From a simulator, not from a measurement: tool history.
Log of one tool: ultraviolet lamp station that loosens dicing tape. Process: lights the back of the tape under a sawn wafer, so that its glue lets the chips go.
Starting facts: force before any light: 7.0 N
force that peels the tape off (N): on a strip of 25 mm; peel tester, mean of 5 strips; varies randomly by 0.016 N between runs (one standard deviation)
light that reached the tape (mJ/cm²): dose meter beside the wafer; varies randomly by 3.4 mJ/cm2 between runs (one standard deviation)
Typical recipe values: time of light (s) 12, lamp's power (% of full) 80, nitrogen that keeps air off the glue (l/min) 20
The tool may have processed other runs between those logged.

| run | hour | time of light (s) | lamp's power (% of full) | nitrogen that keeps air off the glue (l/min) | force that peels the tape off (N) | light that reached the tape (mJ/cm²) |
|---|---|---|---|---|---|---|
| 1 | 0 | 12 | 80 | 20 | 0.935 | 497 |
| 2 | 16.6 | 12 | 80 | 39 | 0.596 | 494 |
| 3 | 31.5 | 12 | 80 | 31 | 0.69 | 495 |
| 4 | 45.7 | 12 | 80 | 31 | 0.703 | 489 |
| 5 | 63.9 | 12 | 80 | 12 | 1.304 | 488 |
| 6 | 82.6 | 12 | 80 | 12 | 1.337 | 487 |
| 7 | 97.9 | 12 | 80 | 9 | 1.535 | 488 |
| 8 | 120.1 | 12 | 80 | 20 | 0.931 | 486 |
| 9 | 132.1 | 12 | 80 | 25 | 0.818 | 486 |
| 10 | 144.4 | 12 | 80 | 25 | 0.813 | 478 |
| 11 | 157.6 | 12 | 80 | 20 | 0.922 | 476 |
| 12 | 168.5 | 12 | 80 | 20 | 0.951 | 480 |
|  | 170.4 | window cleaned of glue's vapour |
| 13 | 178.3 | 21 | 80 | 20 | 0.397 | 830 |
| 14 | 189.4 | 21 | 80 | 20 | 0.378 | 830 |
|  | 210 | window cleaned of glue's vapour, once more |
| 15 | 212.3 | 12 | 80 | 11 | 1.368 | 490 |
| 16 | 222.7 | 12 | 80 | 20 | 0.883 | 488 |
| 17 | 236 | 12 | 80 | 8 | 1.649 | 485 |
| 18 | 254.3 | 12 | 82 | 8 | 1.721 | 497 |
| 19 | 269.6 | 12 | 82 | 8 | 1.65 | 497 |
| 20 | 281 | 12 | 82 | 8 | 1.621 | 494 |
| 21 | 298.7 | 8 | 82 | 8 | 2.668 | 334 |
| 22 | 309.4 | 8 | 96 | 11 | 1.958 | 388 |
| 23 | 319.9 | 12 | 80 | 17 | 1.053 | 476 |
| 24 | 336.4 | 12 | 80 | 17 | 1.054 | 471 |
| 25 | 351.4 | 12 | 80 | 17 | 1.075 | 477 |
| 26 | 362.5 | 12 | 80 | 17 | 1.11 | 472 |
| 27 | 372.8 | 12 | 80 | 17 | 1.06 | 476 |
| 28 | 394.5 | 12 | 80 | 17 | 1.112 | 469 |
| 29 | 410.8 | 11 | 80 | 20 | 1.143 | 427 |
| 30 | 427 | 13 | 70 | 20 | 1.094 | 444 |
| 31 | 436.6 | 23 | 89 | 14 | 0.365 | 991 |
| 32 | 447.3 | 23 | 89 | 14 | 0.374 | 1000 |
| 33 | 458.5 | 12 | 79 | 29 | 0.815 | 455 |
| 34 | 477.8 | 12 | 79 | 29 | 0.837 | 459 |
| 35 | 494.7 | 12 | 80 | 12 | 1.445 | 462 |
| 36 | 513.7 | 24 | 78 | 12 | 0.474 | 900 |
| 37 | 528 | 12 | 64 | 20 | 1.381 | 365 |
| 38 | 545 | 12 | 64 | 20 | 1.498 | 363 |
| 39 | 566.7 | 12 | 64 | 20 | 1.486 | 363 |
| 40 | 581.1 | 12 | 64 | 20 | 1.524 | 361 |
| 41 | 603.5 | 12 | 82 | 7 | 1.927 | 461 |

Subtracting, for every run, the result it would have given without the tool's unlogged condition from the measured result gives the following. The same run-to-run variation enters both numbers; the gauge's scatter may not:
Hidden conditions of the tool in this case: lamp's light, % of a new lamp's; light that the window lets through, % of a clean one's; drift of the gauge itself on peel_n, %; drift of the gauge itself on dose_mj_cm2, %.
| run | force that peels the tape off (N) | light that reached the tape (mJ/cm²) |
|---|---|---|
| 1 | +0.165 | -59 |
| 2 | +0.107 | -60 |
| 3 | +0.129 | -61 |
| 4 | +0.136 | -63 |
| 5 | +0.23 | -64 |
| 6 | +0.241 | -67 |
| 7 | +0.263 | -68 |
| 8 | +0.197 | -70 |
| 9 | +0.176 | -72 |
| 10 | +0.178 | -72 |
| 11 | +0.202 | -73 |
| 12 | +0.212 | -75 |
| 13 | +0.07 | -137 |
| 14 | +0.067 | -139 |
| 15 | +0.234 | -63 |
| 16 | +0.174 | -65 |
| 17 | +0.266 | -66 |
| 18 | +0.29 | -70 |
| 19 | +0.283 | -71 |
| 20 | +0.284 | -72 |
| 21 | +0.349 | -50 |
| 22 | +0.33 | -60 |
| 23 | +0.228 | -74 |
| 24 | +0.233 | -76 |
| 25 | +0.244 | -77 |
| 26 | +0.252 | -78 |
| 27 | +0.243 | -80 |
| 28 | +0.263 | -82 |
| 29 | +0.272 | -76 |
| 30 | +0.273 | -80 |
| 31 | +0.066 | -183 |
| 32 | +0.067 | -188 |
| 33 | +0.217 | -87 |
| 34 | +0.225 | -89 |
| 35 | +0.356 | -92 |
| 36 | +0.119 | -185 |
| 37 | +0.346 | -76 |
| 38 | +0.381 | -77 |
| 39 | +0.389 | -80 |
| 40 | +0.406 | -81 |
| 41 | +0.456 | -105 |
